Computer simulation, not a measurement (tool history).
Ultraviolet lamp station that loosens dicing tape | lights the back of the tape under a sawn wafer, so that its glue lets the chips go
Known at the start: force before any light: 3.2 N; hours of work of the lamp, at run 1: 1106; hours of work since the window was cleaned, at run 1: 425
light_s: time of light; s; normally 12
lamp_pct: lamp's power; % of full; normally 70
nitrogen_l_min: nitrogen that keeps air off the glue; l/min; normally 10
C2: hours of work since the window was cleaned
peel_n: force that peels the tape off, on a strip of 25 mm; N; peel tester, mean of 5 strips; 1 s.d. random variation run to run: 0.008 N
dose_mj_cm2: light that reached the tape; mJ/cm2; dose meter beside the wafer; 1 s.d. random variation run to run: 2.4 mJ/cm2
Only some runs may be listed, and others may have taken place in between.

run 1 hour=0 | light_s=12 lamp_pct=70 nitrogen_l_min=10 | hours_of_work_of_the_lamp=1106 C2=425 | peel_n=0.515 dose_mj_cm2=209
run 2 hour=51.3 | light_s=12 lamp_pct=70 nitrogen_l_min=10 | hours_of_work_of_the_lamp=1134 C2=453 | peel_n=0.528 dose_mj_cm2=207
run 3 hour=112.2 | light_s=12 lamp_pct=70 nitrogen_l_min=10 | hours_of_work_of_the_lamp=1166 C2=486 | peel_n=0.55 dose_mj_cm2=202
run 4 hour=180 | light_s=12 lamp_pct=70 nitrogen_l_min=10 | hours_of_work_of_the_lamp=1203 C2=522 | peel_n=0.564 dose_mj_cm2=199
run 5 hour=232.7 | light_s=12 lamp_pct=70 nitrogen_l_min=10 | hours_of_work_of_the_lamp=1231 C2=550 | peel_n=0.581 dose_mj_cm2=198
run 6 hour=298.9 | light_s=12 lamp_pct=70 nitrogen_l_min=10 | hours_of_work_of_the_lamp=1267 C2=586 | peel_n=0.595 dose_mj_cm2=191
run 7 hour=367.2 | light_s=16 lamp_pct=61 nitrogen_l_min=10 | hours_of_work_of_the_lamp=1304 C2=623 | peel_n=0.471 dose_mj_cm2=220
-- hour=412.7 window cleaned of glue's vapour
run 8 hour=459.1 | light_s=20 lamp_pct=83 nitrogen_l_min=9 | hours_of_work_of_the_lamp=1353 C2=25 | peel_n=0.149 dose_mj_cm2=436
run 9 hour=553.2 | light_s=20 lamp_pct=83 nitrogen_l_min=9 | hours_of_work_of_the_lamp=1403 C2=76 | peel_n=0.152 dose_mj_cm2=425
run 10 hour=610.4 | light_s=12 lamp_pct=86 nitrogen_l_min=8 | hours_of_work_of_the_lamp=1434 C2=106 | peel_n=0.412 dose_mj_cm2=262
run 11 hour=668 | light_s=12 lamp_pct=86 nitrogen_l_min=8 | hours_of_work_of_the_lamp=1465 C2=137 | peel_n=0.391 dose_mj_cm2=258
run 12 hour=756.2 | light_s=18 lamp_pct=83 nitrogen_l_min=4 | hours_of_work_of_the_lamp=1513 C2=185 | peel_n=0.326 dose_mj_cm2=373

5 options for the next run, each taken on its own from the tool as it stands now. Forecast them:
run A hour=822.1 | light_s=9 lamp_pct=66 nitrogen_l_min=15 | hours_of_work_of_the_lamp=1548 C2=220 | peel_n=? dose_mj_cm2=?
run B hour=822.1 | light_s=7 lamp_pct=77 nitrogen_l_min=8 | hours_of_work_of_the_lamp=1548 C2=220 | peel_n=? dose_mj_cm2=?
run C hour=822.1 | light_s=7 lamp_pct=62 nitrogen_l_min=10 | hours_of_work_of_the_lamp=1548 C2=220 | peel_n=? dose_mj_cm2=?
run D hour=822.1 | light_s=12 lamp_pct=87 nitrogen_l_min=10 | hours_of_work_of_the_lamp=1548 C2=220 | peel_n=? dose_mj_cm2=?
run E hour=822.1 | light_s=12 lamp_pct=94 nitrogen_l_min=8 | hours_of_work_of_the_lamp=1548 C2=220 | peel_n=? dose_mj_cm2=?

run=A peel_n=0.734 dose_mj_cm2=147
run=B peel_n=1.034 dose_mj_cm2=132
run=C peel_n=1.2 dose_mj_cm2=105
run=D peel_n=0.36 dose_mj_cm2=249
run=E peel_n=0.372 dose_mj_cm2=275
Stripped of hidden state, with their random variation kept, the same runs would have yielded:
run=A peel_n=0.467 dose_mj_cm2=197
run=B peel_n=0.723 dose_mj_cm2=177
run=C peel_n=0.871 dose_mj_cm2=142
run=D peel_n=0.203 dose_mj_cm2=336
run=E peel_n=0.215 dose_mj_cm2=370
